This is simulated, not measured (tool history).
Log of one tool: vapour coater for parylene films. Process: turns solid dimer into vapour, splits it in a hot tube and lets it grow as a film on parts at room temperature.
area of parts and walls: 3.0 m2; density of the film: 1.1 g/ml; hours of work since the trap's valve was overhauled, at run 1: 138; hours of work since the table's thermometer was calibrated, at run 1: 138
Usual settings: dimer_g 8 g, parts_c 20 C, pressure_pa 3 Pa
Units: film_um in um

run,hour,dimer_g,parts_c,pressure_pa,hours of work since the trap's valve was overhauled,hours of work since the table's thermometer was calibrated,film_um
1,0,8,20,3,138,138,1.75
2,42.9,8,20,3,164,164,1.74
3,88.5,8,20,3,191,191,1.74
4,140.1,8,20,3,222,222,1.69
5,179.6,8,20,2.93,246,246,1.74
6,258.9,8,30,2.93,294,294,1.11
7,315.4,8,26,3,329,329,1.25
8,369.9,8,26,3,362,362,1.27
# hour 381.2: trap's valve overhauled
9,436.4,8,20,3,33,399,1.76
10,514.3,8,27,3,81,447,1.26
11,554.4,8,20,5.29,105,471,1.64
12,598,8,20,5.29,131,497,1.61
13,631.6,8,20,3,152,518,1.69
14,695.7,8,20,5.72,190,556,1.64
15,734.2,8,20,3,214,580,1.68
16,779.5,13,20,3,241,607,2.72
17,838.5,13,20,3,277,643,2.73
18,875.5,13,20,3,299,665,2.67
19,944.1,13,20,3,341,707,2.61
# hour 994.9: trap's valve overhauled
20,1000.5,8,17,3,3,739,2.02
21,1076.5,8,20,3,49,785,1.73
22,1145,8,20,3.22,91,826,1.69
23,1211,8,20,3.22,131,866,1.7
24,1265.5,4,27,2.39,164,899,0.61
25,1340.4,4,27,2.39,209,945,0.66
26,1409.9,4,27,2.39,251,987,0.61
27,1469.6,5,20,3,288,1023,1
28,1524.6,6,14,3,321,1056,1.59
29,1573.2,5,19,5.27,350,1085,0.97
# hour 1604.3: trap's valve overhauled
30,1626.8,5,20,2.72,14,1116,1.09
31,1663.3,6,17,3,36,1138,1.5
32,1726.3,14,16,2.27,74,1176,3.66

Run 33 comes next. What will it give?
33,1782.7,3,14,4.15,108,1210,?

{"run 33": {"film_um": 0.78}}
Without the tool's hidden state the same run would have given film_um 0.84 um.
